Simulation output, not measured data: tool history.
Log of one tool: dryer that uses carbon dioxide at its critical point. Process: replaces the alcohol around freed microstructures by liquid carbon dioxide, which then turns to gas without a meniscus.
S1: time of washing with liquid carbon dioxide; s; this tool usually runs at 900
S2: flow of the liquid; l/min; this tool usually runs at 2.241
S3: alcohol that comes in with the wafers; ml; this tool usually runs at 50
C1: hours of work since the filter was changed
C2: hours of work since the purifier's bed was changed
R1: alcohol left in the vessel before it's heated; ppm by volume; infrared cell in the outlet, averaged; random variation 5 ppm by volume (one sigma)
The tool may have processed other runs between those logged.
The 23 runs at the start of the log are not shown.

run   hour    S1     S2  S3  C1   C2   R1
 24  190.7   600  1.540  50   6  301  326
 25  199.4   600  2.250  26  10  305   73
 26  210.6   600  2.250  26  16  311   62
 27  217.6   600  2.100  26  19  315   82
 28  228.5   720  1.480  89  25  320  332
 29  237.3   720  1.480  89  30  325  314
 30  248.8   900  1.440  58  35  331  121
 31  260.1   540  2.280  58  41  336  140
 32  268.6  1380  2.400  42  46  341   55
 33  274.1  1320  2.400  69  48  344   46

Predict each of these 3 candidate next runs independently; none follows another, all start after run 33:
  A  282.6  1140  1.530  52  53  348   ?
  B  282.6   900  2.750  50  53  348   ?
  C  282.6   900  1.430  50  53  348   ?

run   R1
  A   52
  B   38
  C  116
Without the tool's hidden state the same runs would have given:
run  R1
  A  10
  B   0
  C  70

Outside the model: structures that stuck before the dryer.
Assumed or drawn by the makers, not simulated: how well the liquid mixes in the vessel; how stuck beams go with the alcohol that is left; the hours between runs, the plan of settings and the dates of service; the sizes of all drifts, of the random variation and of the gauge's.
